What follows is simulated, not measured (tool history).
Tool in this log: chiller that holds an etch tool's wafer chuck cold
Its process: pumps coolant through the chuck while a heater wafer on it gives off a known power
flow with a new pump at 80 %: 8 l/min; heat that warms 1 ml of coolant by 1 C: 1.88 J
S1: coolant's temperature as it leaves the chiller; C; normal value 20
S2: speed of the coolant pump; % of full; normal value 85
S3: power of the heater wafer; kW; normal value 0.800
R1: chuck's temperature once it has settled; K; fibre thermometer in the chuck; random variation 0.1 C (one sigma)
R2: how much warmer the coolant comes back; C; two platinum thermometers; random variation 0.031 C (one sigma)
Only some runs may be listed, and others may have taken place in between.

run     day  S1  S2     S3      R1    R2
  1   0.000  20  85  0.800  300.05  3.31
  2   3.017  10  85  0.800  289.95  3.37
  3   5.021  10  85  0.800  289.95  3.32
  4   7.154  10  85  0.800  289.85  3.30
  5  11.433  10  85  0.800  290.25  3.32
  6  13.379  20  85  0.800  299.95  3.38
  7  15.625  20  85  0.800  299.95  3.30
  8  20.046  20  85  0.800  300.05  3.36
  9  23.038  20  85  0.800  300.05  3.34
 10  26.767  20  85  0.800  300.25  3.34
 11  29.162  20  78  0.800  300.55  3.65
 12  32.167  20  78  0.989  302.35  4.52
 13  35.996  20  78  0.989  302.45  4.54
 14  38.396  20  85  0.800  299.95  3.33
 15  41.696  20  87  0.800  300.15  3.30
 16  43.646  23  85  0.875  303.95  3.71
 17  46.808  19  85  1.176  302.85  5.00
 18  49.750  21  63  0.557  299.85  3.24
 19  52.242  18  99  0.410  294.25  1.46
 20  56.354  15  94  0.800  294.75  3.07
 21  58.175  13  94  0.800  292.75  3.05
     59.433  -- chiller's thermometer calibrated
 22  61.612  14  72  0.645  293.85  3.25
 23  66.050  21  85  1.007  303.85  4.32
 24  69.288  21  60  1.007  306.15  6.20
 25  72.238  13  85  0.800  293.95  3.44
 26  76.075  13  85  0.800  294.05  3.46
 27  78.762  13  92  0.800  293.55  3.20
 28  83.058  26  89  1.060  309.15  4.35
 29  86.900  20  65  0.571  299.75  3.27

4 ways to go on from here, each from the tool as it stands after run 29. What would each give?
  A  90.600  20  86  0.656   ?   ?
  B  90.600  25  65  0.571   ?   ?
  C  90.600  20  65  0.454   ?   ?
  D  90.600  20  95  0.800   ?   ?

run      R1    R2
  A  299.45  2.76
  B  304.75  3.28
  C  298.45  2.58
  D  300.45  3.04
With the hidden condition removed and each run's random variation left untouched, the same runs would have given:
run      R1    R2
  A  298.45  2.39
  B  303.85  2.85
  C  297.65  2.24
  D  299.35  2.63
